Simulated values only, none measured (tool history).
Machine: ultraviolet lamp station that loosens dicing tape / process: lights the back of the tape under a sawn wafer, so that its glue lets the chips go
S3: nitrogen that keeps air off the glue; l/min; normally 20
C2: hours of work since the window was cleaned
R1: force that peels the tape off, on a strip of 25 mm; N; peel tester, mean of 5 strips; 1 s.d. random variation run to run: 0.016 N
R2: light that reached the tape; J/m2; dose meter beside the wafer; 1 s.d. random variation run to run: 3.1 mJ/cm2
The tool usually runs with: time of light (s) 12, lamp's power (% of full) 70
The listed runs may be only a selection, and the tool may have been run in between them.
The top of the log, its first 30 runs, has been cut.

{"run": 31, "hour": 248.9, "time of light (s)": 16, "lamp's power (% of full)": 100, "S3": 23, "hours of work of the lamp": 295, "C2": 62, "R1": 0.161, "R2": 8380}
{"run": 32, "hour": 256.5, "time of light (s)": 16, "lamp's power (% of full)": 100, "S3": 23, "hours of work of the lamp": 299, "C2": 65, "R1": 0.165, "R2": 8460}
{"run": 33, "hour": 266.5, "time of light (s)": 9, "lamp's power (% of full)": 70, "S3": 9, "hours of work of the lamp": 303, "C2": 70, "R1": 2.427, "R2": 3280}
{"run": 34, "hour": 273.5, "time of light (s)": 9, "lamp's power (% of full)": 70, "S3": 9, "hours of work of the lamp": 306, "C2": 73, "R1": 2.404, "R2": 3280}
{"run": 35, "hour": 284.9, "time of light (s)": 13, "lamp's power (% of full)": 81, "S3": 32, "hours of work of the lamp": 311, "C2": 78, "R1": 0.379, "R2": 5450}
{"run": 36, "hour": 289.7, "time of light (s)": 11, "lamp's power (% of full)": 68, "S3": 8, "hours of work of the lamp": 313, "C2": 80, "R1": 2.082, "R2": 3910}
{"run": 37, "hour": 297.1, "time of light (s)": 11, "lamp's power (% of full)": 79, "S3": 31, "hours of work of the lamp": 317, "C2": 83, "R1": 0.642, "R2": 4520}
{"run": 38, "hour": 304.7, "time of light (s)": 12, "lamp's power (% of full)": 89, "S3": 7, "hours of work of the lamp": 320, "C2": 87, "R1": 1.259, "R2": 5520}
{"run": 39, "hour": 312.3, "time of light (s)": 13, "lamp's power (% of full)": 70, "S3": 20, "hours of work of the lamp": 323, "C2": 90, "R1": 0.791, "R2": 4690}
{"run": 40, "hour": 317.2, "time of light (s)": 13, "lamp's power (% of full)": 64, "S3": 20, "hours of work of the lamp": 325, "C2": 92, "R1": 0.94, "R2": 4280}

Alternative continuations, all from the tool just after run 40; predict every row:
{"run": "A", "hour": 325.0, "time of light (s)": 12, "lamp's power (% of full)": 84, "S3": 20, "hours of work of the lamp": 329, "C2": 96, "R1": "?", "R2": "?"}
{"run": "B", "hour": 325.0, "time of light (s)": 13, "lamp's power (% of full)": 74, "S3": 8, "hours of work of the lamp": 329, "C2": 96, "R1": "?", "R2": "?"}
{"run": "C", "hour": 325.0, "time of light (s)": 6, "lamp's power (% of full)": 64, "S3": 20, "hours of work of the lamp": 329, "C2": 96, "R1": "?", "R2": "?"}
{"run": "D", "hour": 325.0, "time of light (s)": 12, "lamp's power (% of full)": 82, "S3": 20, "hours of work of the lamp": 329, "C2": 96, "R1": "?", "R2": "?"}
{"run": "E", "hour": 325.0, "time of light (s)": 18, "lamp's power (% of full)": 70, "S3": 20, "hours of work of the lamp": 329, "C2": 96, "R1": "?", "R2": "?"}

run=A R1=0.643 R2=5120
run=B R1=1.371 R2=4870
run=C R1=3.06 R2=1980
run=D R1=0.688 R2=5090
run=E R1=0.35 R2=6450
With no hidden state in the tool, these same runs would have given:
run=A R1=0.494 R2=5720
run=B R1=1.122 R2=5440
run=C R1=2.722 R2=2210
run=D R1=0.528 R2=5680
run=E R1=0.26 R2=7200
